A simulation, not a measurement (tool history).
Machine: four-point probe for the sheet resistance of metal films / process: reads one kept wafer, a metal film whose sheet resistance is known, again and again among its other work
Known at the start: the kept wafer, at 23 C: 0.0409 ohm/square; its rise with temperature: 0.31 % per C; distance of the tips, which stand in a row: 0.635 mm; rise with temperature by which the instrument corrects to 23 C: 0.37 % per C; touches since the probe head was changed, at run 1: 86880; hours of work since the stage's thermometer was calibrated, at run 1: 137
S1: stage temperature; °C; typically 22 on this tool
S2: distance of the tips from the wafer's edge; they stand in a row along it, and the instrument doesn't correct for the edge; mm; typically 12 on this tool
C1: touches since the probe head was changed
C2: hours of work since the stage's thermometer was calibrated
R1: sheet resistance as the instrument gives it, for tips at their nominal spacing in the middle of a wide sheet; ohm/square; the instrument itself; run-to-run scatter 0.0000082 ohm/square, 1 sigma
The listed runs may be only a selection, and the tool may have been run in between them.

| run | hour | S1 | S2 | C1 | C2 | R1 |
|---|---|---|---|---|---|---|
| 1 | 0 | 22 | 12 | 86880 | 137 | 0.040991 |
| 2 | 16.7 | 22 | 12 | 87832 | 149 | 0.040968 |
| 3 | 31.9 | 22 | 12 | 88701 | 159 | 0.040993 |
| 4 | 39.9 | 22 | 12 | 89156 | 164 | 0.04098 |
| 5 | 54.8 | 22 | 17 | 90010 | 175 | 0.040956 |
| 6 | 64.7 | 22 | 17 | 90570 | 181 | 0.040957 |
| 7 | 81.9 | 22 | 12 | 91553 | 193 | 0.040988 |
| 8 | 89.8 | 22 | 74 | 92004 | 199 | 0.040931 |
| 9 | 98.8 | 22 | 12 | 92521 | 205 | 0.040986 |
| 10 | 109.8 | 22 | 12 | 93144 | 212 | 0.040978 |
| 11 | 121.3 | 22 | 12 | 93803 | 220 | 0.040999 |
| 12 | 136.1 | 22 | 12 | 94651 | 230 | 0.040983 |
| 13 | 149.9 | 22 | 35 | 95436 | 240 | 0.040931 |
| 14 | 157.6 | 22 | 35 | 95877 | 245 | 0.040942 |
| 15 | 171.6 | 31 | 10 | 96672 | 255 | 0.040806 |
| 16 | 181.6 | 31 | 10 | 97244 | 262 | 0.040815 |
| 17 | 192.7 | 30 | 25 | 97881 | 269 | 0.040755 |
| 18 | 200.1 | 19 | 37 | 98300 | 274 | 0.041009 |
| 19 | 207.3 | 29 | 13 | 98709 | 279 | 0.040802 |

Estimate the outcome of run 20 from the log above:
| 20 | 218.9 | 29 | 13 | 99375 | 287 | ? |

R1: 0.040824 ohm/square
On a tool with no hidden condition, and with the same random variation, this run would have come out at R1 0.040819 ohm/square.
